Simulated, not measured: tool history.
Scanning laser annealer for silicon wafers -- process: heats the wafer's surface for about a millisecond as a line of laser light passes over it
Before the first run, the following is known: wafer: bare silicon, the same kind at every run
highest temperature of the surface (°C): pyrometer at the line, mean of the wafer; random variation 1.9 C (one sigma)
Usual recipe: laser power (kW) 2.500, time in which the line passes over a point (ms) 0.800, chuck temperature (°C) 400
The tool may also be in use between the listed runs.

run,hour,laser power (kW),time in which the line passes over a point (ms),chuck temperature (°C),highest temperature of the surface (°C)
1,0.0,2.500,0.800,400,1103
2,30.2,2.745,0.800,400,1176
3,59.3,2.745,0.800,409,1187
4,96.6,2.745,0.800,409,1184
5,128.6,2.745,0.800,409,1184
6,179.7,2.745,0.800,409,1180
7,224.1,2.745,0.800,409,1184
8,273.6,2.500,0.800,400,1103
9,299.6,2.500,0.654,400,1024
10,340.9,2.500,0.654,400,1029
11,371.0,2.500,0.654,400,1025
12,406.3,2.500,0.654,400,1026
13,458.5,2.500,0.654,400,1027
14,483.0,2.500,0.654,400,1023
15,529.7,2.500,0.654,401,1028
16,554.3,2.500,0.654,401,1028
17,586.2,2.500,0.800,400,1097
18,610.6,2.141,0.577,400,895
19,635.8,2.141,0.577,386,883
20,673.3,2.141,0.577,386,881
21,709.4,2.141,0.577,386,878
22,737.7,2.701,0.639,386,1056
23,772.3,2.701,0.639,386,1052
24,796.2,2.701,0.881,386,1181
25,845.6,2.701,0.881,386,1179
26,879.2,2.225,0.715,431,1012
27,929.7,2.540,0.737,430,1102
28,972.5,2.540,0.818,430,1142
29,1009.8,2.540,0.943,438,1208
30,1062.7,2.540,0.943,438,1210
31,1098.8,2.540,0.943,438,1206
32,1124.1,2.477,0.673,425,1050
33,1147.8,2.472,0.950,425,1173

Forecast each of these 3 alternatives for the next run:
# hour 1180.6: window over the wafer cleaned
A,1180.6,2.500,0.892,400,?
# hour 1180.6: window over the wafer cleaned
B,1180.6,2.287,0.911,381,?
# hour 1180.6: window over the wafer cleaned
C,1180.6,2.371,0.800,420,?

run,highest temperature of the surface (°C)
A,1150
B,1075
C,1088
Without the tool's hidden state the same runs would have given:
run,highest temperature of the surface (°C)
A,1159
B,1083
C,1097
